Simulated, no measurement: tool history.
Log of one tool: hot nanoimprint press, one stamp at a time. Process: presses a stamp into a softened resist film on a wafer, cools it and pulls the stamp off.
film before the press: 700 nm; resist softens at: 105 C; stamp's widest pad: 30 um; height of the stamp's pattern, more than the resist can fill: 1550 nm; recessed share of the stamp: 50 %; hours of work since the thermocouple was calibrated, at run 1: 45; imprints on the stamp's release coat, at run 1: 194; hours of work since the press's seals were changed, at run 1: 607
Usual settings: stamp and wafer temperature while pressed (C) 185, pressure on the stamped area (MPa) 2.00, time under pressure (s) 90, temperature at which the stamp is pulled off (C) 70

run,day,stamp and wafer temperature while pressed (C),pressure on the stamped area (MPa),time under pressure (s),temperature at which the stamp is pulled off (C),hours of work since the thermocouple was calibrated,imprints on the stamp's release coat,hours of work since the press's seals were changed,resist left under the stamp's widest pad (Å),greatest force while the stamp is pulled off (N)
1,0.000,185,2.00,90,70,45,194,607,2532,206
2,0.671,189,2.00,90,70,53,250,615,2249,205
3,1.329,185,2.13,90,70,61,306,623,2445,204
4,2.542,185,2.68,90,70,76,408,638,2139,207
5,3.358,185,2.68,90,70,87,477,649,2139,204
6,4.004,185,2.68,90,70,95,531,657,2154,205
7,4.721,185,2.68,90,56,104,592,666,2143,277
8,5.646,178,1.63,129,65,115,670,677,3146,227
9,6.404,178,1.63,129,65,125,733,687,3154,228
# day 7.008: stamp cleaned and given a new release coat
10,7.233,193,2.43,129,72,132,18,694,1588,196

4 ways to go on from here, each from the tool as it stands after run 10. What would each give?
A,8.346,193,2.43,155,74,146,112,708,?,?
B,8.346,192,3.15,129,72,146,112,708,?,?
C,8.346,185,2.00,90,58,146,112,708,?,?
D,8.346,180,2.00,81,70,146,112,708,?,?

run,resist left under the stamp's widest pad (Å),greatest force while the stamp is pulled off (N)
A,1489,188
B,1392,193
C,2572,263
D,3093,204
Without the tool's hidden state the same runs would have given:
run,resist left under the stamp's widest pad (Å),greatest force while the stamp is pulled off (N)
A,1464,188
B,1368,193
C,2529,263
D,3041,204
